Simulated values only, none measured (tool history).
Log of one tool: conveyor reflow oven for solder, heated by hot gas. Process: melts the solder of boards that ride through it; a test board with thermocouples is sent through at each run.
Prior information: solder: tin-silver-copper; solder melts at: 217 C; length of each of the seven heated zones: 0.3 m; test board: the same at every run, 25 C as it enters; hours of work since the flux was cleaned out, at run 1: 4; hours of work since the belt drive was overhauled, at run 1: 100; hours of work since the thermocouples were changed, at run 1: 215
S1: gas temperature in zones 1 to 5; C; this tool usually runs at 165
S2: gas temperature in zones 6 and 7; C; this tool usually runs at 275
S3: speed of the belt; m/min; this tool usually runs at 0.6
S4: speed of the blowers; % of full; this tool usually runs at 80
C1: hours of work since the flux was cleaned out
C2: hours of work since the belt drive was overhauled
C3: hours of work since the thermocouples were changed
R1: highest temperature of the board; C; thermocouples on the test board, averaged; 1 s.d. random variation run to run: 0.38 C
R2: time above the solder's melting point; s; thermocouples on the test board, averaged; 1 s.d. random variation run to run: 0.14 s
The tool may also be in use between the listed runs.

Run 1, hour 0: usual settings; C1 4; C2 100; C3 215. Result: R1 259.4 C, R2 46.8 s.
Run 2, hour 11.6: usual settings; C1 13; C2 108; C3 224. Result: R1 259.3 C, R2 46.7 s.
Run 3, hour 19.7: usual settings; C1 19; C2 114; C3 230. Result: R1 259.2 C, R2 47 s.
Run 4, hour 35.7: usual settings; C1 30; C2 126; C3 242. Result: R1 259.6 C, R2 46.3 s.
Run 5, hour 46.5: usual settings; C1 38; C2 134; C3 250. Result: R1 259 C, R2 46.4 s.
Run 6, hour 61.8: usual settings; C1 50; C2 146; C3 261. Result: R1 259.3 C, R2 46.5 s.
Run 7, hour 73.1: usual settings; C1 58; C2 154; C3 270. Result: R1 258.7 C, R2 46.5 s.
Run 8, hour 88.7: usual settings; C1 70; C2 166; C3 281. Result: R1 259.2 C, R2 46.7 s.
Run 9, hour 103.3: usual settings; C1 81; C2 177; C3 292. Result: R1 259.4 C, R2 46.4 s.
Run 10, hour 112.4: usual settings; C1 88; C2 183; C3 299. Result: R1 259 C, R2 46.6 s.
Run 11, hour 123.1: usual settings; C1 95; C2 191; C3 307. Result: R1 258.7 C, R2 46.6 s.
Run 12, hour 138: usual settings; C1 107; C2 202; C3 318. Result: R1 258.5 C, R2 46.5 s.
Run 13, hour 152.3: usual settings; C1 117; C2 213; C3 329. Result: R1 259 C, R2 46.6 s.
Run 14, hour 163.8: usual settings but S3 0.532 m/min; C1 126; C2 222; C3 337. Result: R1 262.4 C, R2 55 s.
Run 15, hour 177.2: usual settings but S3 0.532 m/min, S4 71 % of full; C1 136; C2 232; C3 347. Result: R1 261 C, R2 53.9 s.
Run 16, hour 186.7: usual settings but S3 0.532 m/min, S4 71 % of full; C1 143; C2 239; C3 354. Result: R1 261 C, R2 53.7 s.
Run 17, hour 199.6: usual settings but S1 155 C, S2 289 C, S3 0.519 m/min, S4 55 % of full; C1 152; C2 248; C3 364. Result: R1 270.8 C, R2 56.9 s.
Run 18, hour 206.7: usual settings but S1 155 C, S2 289 C, S3 0.519 m/min, S4 55 % of full; C1 158; C2 254; C3 369. Result: R1 270.5 C, R2 57.3 s.
Run 19, hour 216.4: usual settings but S2 271 C; C1 165; C2 261; C3 376. Result: R1 254.8 C, R2 44.2 s.
Run 20, hour 224.2: usual settings but S2 271 C; C1 171; C2 267; C3 382. Result: R1 255 C, R2 44.4 s.
Run 21, hour 237.3: usual settings but S2 271 C, S3 0.586 m/min; C1 180; C2 276; C3 392. Result: R1 255.6 C, R2 46.1 s.
Run 22, hour 246.3: usual settings but S2 271 C, S3 0.586 m/min; C1 187; C2 283; C3 399. Result: R1 255 C, R2 46.1 s.
Run 23, hour 262.2: usual settings but S2 271 C, S3 0.586 m/min; C1 199; C2 295; C3 410. Result: R1 256.2 C, R2 46.1 s.
Run 24, hour 277.9: usual settings but S1 176 C, S2 273 C; C1 211; C2 307; C3 422. Result: R1 258.5 C, R2 48.8 s.
Run 25, hour 288.6: usual settings but S2 289 C, S3 0.671 m/min, S4 77 % of full; C1 219; C2 315; C3 430. Result: R1 266.1 C, R2 43.7 s.
Run 26, hour 303: usual settings but S2 278 C, S3 0.518 m/min, S4 70 % of full; C1 229; C2 325; C3 441. Result: R1 264.3 C, R2 56.9 s.
At hour 319.8: flux residue cleaned out of gas plates and filters.
Run 27, hour 320.5: usual settings but S1 164 C, S2 264 C, S3 0.509 m/min, S4 86 % of full; C1 1; C2 335; C3 450. Result: R1 253.2 C, R2 53.6 s.
Run 28, hour 335.3: usual settings but S1 156 C, S2 286 C, S3 0.572 m/min; C1 12; C2 345; C3 461. Result: R1 269.7 C, R2 51.5 s.
Run 29, hour 343.3: usual settings but S1 154 C, S2 267 C, S3 0.572 m/min; C1 18; C2 351; C3 467. Result: R1 251.4 C, R2 43 s.
Run 30, hour 355.9: usual settings but S1 158 C, S2 289 C, S3 0.637 m/min, S4 50 % of full; C1 27; C2 361; C3 476. Result: R1 260.6 C, R2 42 s.
Run 31, hour 366.3: usual settings but S1 158 C, S2 289 C, S3 0.494 m/min, S4 53 % of full; C1 35; C2 369; C3 484. Result: R1 272.4 C, R2 61.7 s.

Results per run with the tool's hidden condition removed, run-to-run variation unchanged:
What the log doesn't record here: heat that the gas passes to the board, % of a clean oven's; belt's true speed, % of the reading; true gas temperature in zones 6 and 7 over the reading, C; drift of the gauge itself on peak_c, C; drift of the gauge itself on liquid_s, %.
run     R1    R2
  1  260.1  47.1
  2  260.1    47
  3  260.1  47.3
  4  260.5  46.7
  5  259.9  46.8
  6  260.3    47
  7  259.8  46.9
  8  260.3  47.2
  9  260.6  46.9
 10  260.2  47.1
 11    260  47.2
 12  259.8  47.1
 13  260.3  47.2
 14  263.8  55.5
 15  262.4  54.5
 16  262.4  54.4
 17  272.3  57.5
 18    272  57.9
 19  256.3    45
 20  256.6  45.3
 21  257.2    47
 22  256.7    47
 23  257.9    47
 24  260.2  49.6
 25  268.2  44.4
 26  266.1  57.6
 27  254.3  53.9
 28  270.8  51.7
 29  252.5  43.4
 30  261.6  42.3
 31  273.5  61.9

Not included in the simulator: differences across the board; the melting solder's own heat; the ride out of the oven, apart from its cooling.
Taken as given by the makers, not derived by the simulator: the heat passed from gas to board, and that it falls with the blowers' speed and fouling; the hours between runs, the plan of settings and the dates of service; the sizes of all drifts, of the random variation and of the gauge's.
